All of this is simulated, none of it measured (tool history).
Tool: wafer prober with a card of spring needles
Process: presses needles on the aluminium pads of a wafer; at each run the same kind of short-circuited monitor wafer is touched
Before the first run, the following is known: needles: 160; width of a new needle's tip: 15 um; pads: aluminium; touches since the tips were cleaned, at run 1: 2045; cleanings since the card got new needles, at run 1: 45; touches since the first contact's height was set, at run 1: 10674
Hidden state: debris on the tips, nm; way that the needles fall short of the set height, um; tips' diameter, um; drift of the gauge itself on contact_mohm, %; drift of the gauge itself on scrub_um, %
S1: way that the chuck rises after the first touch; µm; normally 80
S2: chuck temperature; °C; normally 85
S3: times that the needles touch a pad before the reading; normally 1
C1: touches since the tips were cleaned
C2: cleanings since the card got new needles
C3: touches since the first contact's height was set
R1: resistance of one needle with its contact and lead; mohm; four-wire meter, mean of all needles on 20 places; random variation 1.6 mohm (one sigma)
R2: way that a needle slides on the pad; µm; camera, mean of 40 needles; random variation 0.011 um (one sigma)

run   hour   S1   S2  S3    C1  C2     C3   R1     R2
  1    0.0   80   85   1  2045  45  10674  160  20.23
      14.7  -- tips cleaned on abrasive film
      36.1  -- tips cleaned on abrasive film
  2   43.4   80   85   1  2891  47  27707  165  20.22
      57.2  -- tips cleaned on abrasive film
      76.9  -- tips cleaned on abrasive film
  3   90.3   80   85   1  5305  49  46134  165  20.21
      95.5  -- tips cleaned on abrasive film
     115.7  -- tips cleaned on abrasive film
  4  119.3   80   85   1  1399  51  57459  161  20.20
     133.4  -- tips cleaned on abrasive film
     146.9  -- height of the first contact set anew
     151.4  -- tips cleaned on abrasive film
  5  167.3   80   85   1  6251  53   7976  161  20.18
     171.2  -- tips cleaned on abrasive film
     189.3  -- tips cleaned on abrasive film
  6  192.7   80   65   1  1321  55  17926  160  20.19
     208.5  -- tips cleaned on abrasive film
  7  218.8   80   36   1  4051  56  28165  157  20.20
     226.2  -- tips cleaned on abrasive film
     245.9  -- tips cleaned on abrasive film
  8  248.2   80   36   1   895  58  39675  156  20.18
     266.0  -- tips cleaned on abrasive film
     284.4  -- tips cleaned on abrasive film
  9  286.6   74   36   1   874  60  54769  154  18.65
     303.8  -- tips cleaned on abrasive film
 10  309.2   80   85   1  2124  61  63635  165  20.15
     321.2  -- height of the first contact set anew
     325.2  -- tips cleaned on abrasive film
 11  339.4   80   85   1  5618  62   7164  163  20.14
     343.3  -- tips cleaned on abrasive film
     363.2  -- tips cleaned on abrasive film
 12  370.7   80   45   1  2957  64  19409  156  20.13
     383.0  -- tips cleaned on abrasive film
     401.3  -- tips cleaned on abrasive film
     420.0  -- tips cleaned on abrasive film
 13  420.0   80   45   1     0  67  38721  156  20.13
     440.9  -- tips cleaned on abrasive film
 14  441.1   80   78   1    61  68  47011  160  20.12
     460.7  -- tips cleaned on abrasive film
 15  471.9   90   54   1  4430  69  59125  156  22.64
     480.1  -- tips cleaned on abrasive film
     496.7  -- height of the first contact set anew
     499.9  -- tips cleaned on abrasive film
 16  505.3   90   54   1  2132  71   3375  157  22.63
     519.7  -- tips cleaned on abrasive film
     540.6  -- tips cleaned on abrasive film
 17  545.8   90   54   1  2045  73  19261  151  22.61
     559.0  -- tips cleaned on abrasive film
     579.7  -- tips cleaned on abrasive film
 18  587.0   96   32   1  2868  75  35417  151  24.08
     599.1  -- tips cleaned on abrasive film
     617.9  -- tips cleaned on abrasive film
     637.1  -- tips cleaned on abrasive film
 19  637.9   91   32   1   335  78  55379  154  22.82
     657.7  -- tips cleaned on abrasive film
     669.1  -- height of the first contact set anew
 20  671.6   68  109   2  5331  79    962  168  17.04
     679.8  -- tips cleaned on abrasive film
     699.6  -- tips cleaned on abrasive film
 21  699.6   85   40   2     0  81  11948  154  21.29
     718.5  -- tips cleaned on abrasive film
     736.2  -- tips cleaned on abrasive film
 22  738.2   73   72   2   762  83  27061  161  18.29
     755.8  -- tips cleaned on abrasive film
     774.3  -- tips cleaned on abrasive film
 23  786.1   73   72   2  4668  85  45896  163  18.26
     792.3  -- tips cleaned on abrasive film
     812.0  -- tips cleaned on abrasive film
     833.6  -- tips cleaned on abrasive film
 24  838.2  100   49   2  1831  88  66310  153  25.00
     841.5  -- height of the first contact set anew
     852.5  -- tips cleaned on abrasive film
     870.5  -- tips cleaned on abrasive film
 25  877.5   66   76   2  2772  90  14104  162  16.50
     888.4  -- tips cleaned on abrasive film
 26  903.3   82   87   1  5895  91  24238  163  20.48
     906.9  -- tips cleaned on abrasive film
     924.5  -- tips cleaned on abrasive film
 27  927.0   64   87   1   990  93  33509  165  15.99
     942.3  -- tips cleaned on abrasive film
     961.4  -- tips cleaned on abrasive film
 28  970.4   61   43   1  3534  95  50509  158  15.23

Entry by entry between the runs, the difference in hidden state between the last listed run before and the first listed run after:
From run 1 to run 2: tips cleaned on abrasive film (hour 14.7); tips cleaned on abrasive film (hour 36.1)
  debris on the tips, nm: 1.1 -> 1.3; drift of the gauge itself on scrub_um, %: 0 -> -0.06
  what was measured, less what the result would be without the hidden state, R2: +0.00 -> -0.01 µm
From run 2 to run 3: tips cleaned on abrasive film (hour 57.2); tips cleaned on abrasive film (hour 76.9)
  debris on the tips, nm: 1.3 -> 2; way that the needles fall short of the set height, um: 0 -> 0.01; drift of the gauge itself on scrub_um, %: -0.06 -> -0.12
  what was measured, less what the result would be without the hidden state, R2: -0.01 -> -0.02 µm
From run 3 to run 4: tips cleaned on abrasive film (hour 95.5); tips cleaned on abrasive film (hour 115.7)
  debris on the tips, nm: 2 -> 0.9; drift of the gauge itself on scrub_um, %: -0.12 -> -0.16
  what was measured, less what the result would be without the hidden state, R2: -0.02 -> -0.03 µm
From run 4 to run 5: tips cleaned on abrasive film (hour 133.4); height of the first contact set anew (hour 146.9); tips cleaned on abrasive film (hour 151.4)
  debris on the tips, nm: 0.9 -> 2.2; way that the needles fall short of the set height, um: 0.01 -> 0; drift of the gauge itself on scrub_um, %: -0.16 -> -0.22
  what was measured, less what the result would be without the hidden state, R2: -0.03 -> -0.05 µm
From run 5 to run 6: tips cleaned on abrasive film (hour 171.2); tips cleaned on abrasive film (hour 189.3)
  debris on the tips, nm: 2.2 -> 0.7; drift of the gauge itself on scrub_um, %: -0.22 -> -0.26
  what was measured, less what the result would be without the hidden state, R2: -0.05 -> -0.06 µm
From run 6 to run 7: tips cleaned on abrasive film (hour 208.5)
  debris on the tips, nm: 0.7 -> 1.8; drift of the gauge itself on scrub_um, %: -0.26 -> -0.29
  what was measured, less what the result would be without the hidden state, R2: -0.06 -> -0.06 µm
From run 7 to run 8: tips cleaned on abrasive film (hour 226.2); tips cleaned on abrasive film (hour 245.9)
  debris on the tips, nm: 1.8 -> 0.7; way that the needles fall short of the set height, um: 0 -> 0.01; drift of the gauge itself on scrub_um, %: -0.29 -> -0.33
  what was measured, less what the result would be without the hidden state, R2: -0.06 -> -0.07 µm
From run 8 to run 9: tips cleaned on abrasive film (hour 266.0); tips cleaned on abrasive film (hour 284.4)
  debris on the tips, nm: 0.7 -> 0.6; drift of the gauge itself on scrub_um, %: -0.33 -> -0.38
  what was measured, less what the result would be without the hidden state, R2: -0.07 -> -0.07 µm
From run 9 to run 10: tips cleaned on abrasive film (hour 303.8)
  debris on the tips, nm: 0.6 -> 1.2; drift of the gauge itself on scrub_um, %: -0.38 -> -0.41
  what was measured, less what the result would be without the hidden state, R2: -0.07 -> -0.08 µm
From run 10 to run 11: height of the first contact set anew (hour 321.2); tips cleaned on abrasive film (hour 325.2)
  debris on the tips, nm: 1.2 -> 2; way that the needles fall short of the set height, um: 0.01 -> 0; drift of the gauge itself on scrub_um, %: -0.41 -> -0.45
  what was measured, less what the result would be without the hidden state, R2: -0.08 -> -0.09 µm
From run 11 to run 12: tips cleaned on abrasive film (hour 343.3); tips cleaned on abrasive film (hour 363.2)
  debris on the tips, nm: 2 -> 1.3; drift of the gauge itself on scrub_um, %: -0.45 -> -0.49
  what was measured, less what the result would be without the hidden state, R2: -0.09 -> -0.10 µm
From run 12 to run 13: tips cleaned on abrasive film (hour 383.0); tips cleaned on abrasive film (hour 401.3); tips cleaned on abrasive film (hour 420.0)
  debris on the tips, nm: 1.3 -> 0.2; way that the needles fall short of the set height, um: 0 -> 0.01; drift of the gauge itself on scrub_um, %: -0.49 -> -0.56
  what was measured, less what the result would be without the hidden state, R2: -0.10 -> -0.12 µm
From run 13 to run 14: tips cleaned on abrasive film (hour 440.9)
  debris on the tips, nm: 0.2 -> 0.3; drift of the gauge itself on scrub_um, %: -0.56 -> -0.58
  what was measured, less what the result would be without the hidden state, R2: -0.12 -> -0.12 µm
From run 14 to run 15: tips cleaned on abrasive film (hour 460.7)
  debris on the tips, nm: 0.3 -> 1.9; tips' diameter, um: 15.02 -> 15.03; drift of the gauge itself on scrub_um, %: -0.58 -> -0.63
  what was measured, less what the result would be without the hidden state, R2: -0.12 -> -0.14 µm
From run 15 to run 16: tips cleaned on abrasive film (hour 480.1); height of the first contact set anew (hour 496.7); tips cleaned on abrasive film (hour 499.9)
  debris on the tips, nm: 1.9 -> 1.3; way that the needles fall short of the set height, um: 0.01 -> 0; drift of the gauge itself on scrub_um, %: -0.63 -> -0.67
  what was measured, less what the result would be without the hidden state, R2: -0.14 -> -0.16 µm
From run 16 to run 17: tips cleaned on abrasive film (hour 519.7); tips cleaned on abrasive film (hour 540.6)
  debris on the tips, nm: 1.3 -> 1.2; drift of the gauge itself on scrub_um, %: -0.67 -> -0.72
  what was measured, less what the result would be without the hidden state, R2: -0.16 -> -0.17 µm
From run 17 to run 18: tips cleaned on abrasive film (hour 559.0); tips cleaned on abrasive film (hour 579.7)
  debris on the tips, nm: 1.2 -> 1.3; way that the needles fall short of the set height, um: 0 -> 0.01; drift of the gauge itself on scrub_um, %: -0.72 -> -0.78
  what was measured, less what the result would be without the hidden state, R2: -0.17 -> -0.19 µm
From run 18 to run 19: tips cleaned on abrasive film (hour 599.1); tips cleaned on abrasive film (hour 617.9); tips cleaned on abrasive film (hour 637.1)
  debris on the tips, nm: 1.3 -> 0.4; drift of the gauge itself on scrub_um, %: -0.78 -> -0.85
  what was measured, less what the result would be without the hidden state, R2: -0.19 -> -0.20 µm
From run 19 to run 20: tips cleaned on abrasive film (hour 657.7); height of the first contact set anew (hour 669.1)
  debris on the tips, nm: 0.4 -> 2; way that the needles fall short of the set height, um: 0.01 -> 0; drift of the gauge itself on scrub_um, %: -0.85 -> -0.89
  what was measured, less what the result would be without the hidden state, R2: -0.20 -> -0.15 µm
From run 20 to run 21: tips cleaned on abrasive film (hour 679.8); tips cleaned on abrasive film (hour 699.6)
  debris on the tips, nm: 2 -> 0.2; drift of the gauge itself on scrub_um, %: -0.89 -> -0.93
  what was measured, less what the result would be without the hidden state, R2: -0.15 -> -0.20 µm
From run 21 to run 22: tips cleaned on abrasive film (hour 718.5); tips cleaned on abrasive film (hour 736.2)
  debris on the tips, nm: 0.2 -> 0.6; drift of the gauge itself on scrub_um, %: -0.93 -> -0.98
  what was measured, less what the result would be without the hidden state, R2: -0.20 -> -0.19 µm
From run 22 to run 23: tips cleaned on abrasive film (hour 755.8); tips cleaned on abrasive film (hour 774.3)
  debris on the tips, nm: 0.6 -> 1.9; way that the needles fall short of the set height, um: 0 -> 0.01; drift of the gauge itself on scrub_um, %: -0.98 -> -1.04
  what was measured, less what the result would be without the hidden state, R2: -0.19 -> -0.20 µm
From run 23 to run 24: tips cleaned on abrasive film (hour 792.3); tips cleaned on abrasive film (hour 812.0); tips cleaned on abrasive film (hour 833.6)
  debris on the tips, nm: 1.9 -> 1.1; drift of the gauge itself on scrub_um, %: -1.04 -> -1.11
  what was measured, less what the result would be without the hidden state, R2: -0.20 -> -0.28 µm
From run 24 to run 25: height of the first contact set anew (hour 841.5); tips cleaned on abrasive film (hour 852.5); tips cleaned on abrasive film (hour 870.5)
  debris on the tips, nm: 1.1 -> 1.3; way that the needles fall short of the set height, um: 0.01 -> 0; drift of the gauge itself on scrub_um, %: -1.11 -> -1.16
  what was measured, less what the result would be without the hidden state, R2: -0.28 -> -0.19 µm
From run 25 to run 26: tips cleaned on abrasive film (hour 888.4)
  debris on the tips, nm: 1.3 -> 2; drift of the gauge itself on scrub_um, %: -1.16 -> -1.2
  what was measured, less what the result would be without the hidden state, R2: -0.19 -> -0.25 µm
From run 26 to run 27: tips cleaned on abrasive film (hour 906.9); tips cleaned on abrasive film (hour 924.5)
  debris on the tips, nm: 2 -> 0.8; drift of the gauge itself on scrub_um, %: -1.2 -> -1.23
  what was measured, less what the result would be without the hidden state, R2: -0.25 -> -0.20 µm
From run 27 to run 28: tips cleaned on abrasive film (hour 942.3); tips cleaned on abrasive film (hour 961.4)
  debris on the tips, nm: 0.8 -> 1.5; way that the needles fall short of the set height, um: 0 -> 0.01; drift of the gauge itself on scrub_um, %: -1.23 -> -1.29
  what was measured, less what the result would be without the hidden state, R2: -0.20 -> -0.20 µm
